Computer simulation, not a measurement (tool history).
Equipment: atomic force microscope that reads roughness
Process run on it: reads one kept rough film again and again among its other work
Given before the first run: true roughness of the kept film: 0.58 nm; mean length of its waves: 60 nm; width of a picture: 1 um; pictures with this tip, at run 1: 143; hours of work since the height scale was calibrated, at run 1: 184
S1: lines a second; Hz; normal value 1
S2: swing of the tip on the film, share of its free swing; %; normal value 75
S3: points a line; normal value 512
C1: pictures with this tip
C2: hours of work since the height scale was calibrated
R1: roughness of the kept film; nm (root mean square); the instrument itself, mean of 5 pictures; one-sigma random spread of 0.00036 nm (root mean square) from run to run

run,hour,S1,S2,S3,C1,C2,R1
1,0,1,75,512,143,184,0.558
2,10,1,75,512,163,191,0.5578
3,19.7,1,75,512,182,199,0.557
4,30.5,1,75,512,203,208,0.5576
5,40.3,1,75,512,223,215,0.5576
6,51,1,75,512,244,224,0.5578
7,56.3,1,75,512,254,228,0.5578
8,65.1,1,75,512,271,235,0.5574
# hour 67.9: new tip fitted
9,72.7,1,66,512,9,241,0.565
10,82,1,66,512,28,248,0.5658
11,90.6,1,72,512,44,255,0.5607
12,98.6,1,72,512,60,261,0.5606
13,108.9,1,72,512,80,269,0.56
14,113.6,1,72,512,90,273,0.5607
15,118.2,1,72,512,99,277,0.5608
16,129.1,1,72,512,120,285,0.5606
17,139.7,2.88,58,548,141,293,0.5575
18,148.4,1.52,67,290,158,300,0.5566
19,157.8,1.52,67,290,176,308,0.557

Run 20 is up next; what results do you expect?
20,165.3,1,59,328,191,314,?

Run 20 measured R1 0.5678 nm (root mean square).
With the hidden condition absent and the run-to-run variation left alone, this run would have shown R1 0.5679 nm (root mean square).

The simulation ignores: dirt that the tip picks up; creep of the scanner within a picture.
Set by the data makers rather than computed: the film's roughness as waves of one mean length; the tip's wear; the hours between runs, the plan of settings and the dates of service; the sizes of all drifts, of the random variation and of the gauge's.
